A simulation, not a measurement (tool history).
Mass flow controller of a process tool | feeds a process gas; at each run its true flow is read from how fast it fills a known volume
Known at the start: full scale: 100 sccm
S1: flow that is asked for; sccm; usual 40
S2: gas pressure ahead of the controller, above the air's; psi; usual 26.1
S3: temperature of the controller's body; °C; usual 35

Run 1, hour 0.0: usual settings. Result: true flow (%) 97.76.
Run 2, hour 96.8: usual settings but S1 49 sccm. Result: true flow (%) 97.96.
Run 3, hour 245.3: usual settings but S1 49 sccm. Result: true flow (%) 97.97.
Run 4, hour 436.3: usual settings but S1 49 sccm. Result: true flow (%) 97.88.
Run 5, hour 583.4: usual settings but S1 49 sccm. Result: true flow (%) 98.00.
Run 6, hour 787.6: usual settings but S1 49 sccm. Result: true flow (%) 98.13.
Run 7, hour 928.4: usual settings but S1 49 sccm. Result: true flow (%) 97.94.
Run 8, hour 1151.0: usual settings but S1 49 sccm. Result: true flow (%) 98.19.
Run 9, hour 1373.8: usual settings but S1 49 sccm. Result: true flow (%) 98.19.
Run 10, hour 1516.5: usual settings but S1 56 sccm, S2 28.1 psi, S3 38 °C. Result: true flow (%) 98.00.
Run 11, hour 1707.3: usual settings but S1 59 sccm, S3 29 °C. Result: true flow (%) 99.20.
Run 12, hour 1828.6: usual settings but S1 18 sccm, S2 32.5 psi, S3 30 °C. Result: true flow (%) 97.43.
Run 13, hour 2019.0: usual settings but S1 17 sccm, S2 36.8 psi, S3 27 °C. Result: true flow (%) 97.81.
Run 14, hour 2213.4: usual settings but S1 17 sccm, S2 36.8 psi, S3 27 °C. Result: true flow (%) 97.79.
Run 15, hour 2385.1: usual settings but S1 63 sccm, S2 36.7 psi, S3 33 °C. Result: true flow (%) 98.77.

Forecast each of these 4 alternatives for the next run:
Run A, hour 2524.2: usual settings but S1 15 sccm, S2 38.6 psi, S3 26 °C. Result: true flow (%) ?.
Run B, hour 2524.2: usual settings but S1 63 sccm, S2 36.7 psi, S3 20 °C. Result: true flow (%) ?.
Run C, hour 2524.2: usual settings but S1 19 sccm. Result: true flow (%) ?.
Run D, hour 2524.2: usual settings but S1 20 sccm, S2 35.5 psi, S3 30 °C. Result: true flow (%) ?.

run  true flow (%)
  A          97.60
  B         100.16
  C          97.06
  D          97.48
Without the tool's hidden state the same runs would have given:
run  true flow (%)
  A          97.73
  B          99.48
  C          96.96
  D          97.35

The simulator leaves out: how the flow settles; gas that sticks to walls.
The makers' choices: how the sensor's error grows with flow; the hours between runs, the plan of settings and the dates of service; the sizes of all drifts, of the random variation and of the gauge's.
